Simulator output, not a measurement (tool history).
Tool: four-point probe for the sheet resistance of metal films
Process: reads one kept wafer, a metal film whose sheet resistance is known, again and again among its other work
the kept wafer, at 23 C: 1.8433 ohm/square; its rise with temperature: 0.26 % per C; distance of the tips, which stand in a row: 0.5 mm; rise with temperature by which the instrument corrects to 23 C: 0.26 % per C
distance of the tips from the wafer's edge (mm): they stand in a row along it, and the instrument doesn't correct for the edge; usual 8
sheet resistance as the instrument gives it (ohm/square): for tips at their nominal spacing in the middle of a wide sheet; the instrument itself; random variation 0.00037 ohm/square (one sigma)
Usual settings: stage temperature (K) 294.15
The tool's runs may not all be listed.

run,hour,stage temperature (K),distance of the tips from the wafer's edge (mm),sheet resistance as the instrument gives it (ohm/square)
1,0,294.15,8,1.83788
2,51.5,294.15,8,1.838665
# hour 110.1: stage's thermometer calibrated
3,137.6,294.15,8,1.834904
4,244.8,294.15,8,1.835101
5,324.6,294.15,8,1.834057
6,440.2,301.15,8,1.834121
7,559.1,301.15,43,1.829264

The next listed run, before its measurement:
8,663.7,294.15,8,?

sheet resistance as the instrument gives it (ohm/square): 1.832453
Without the tool's hidden state the same run would have given sheet resistance as the instrument gives it (ohm/square) 1.846741.
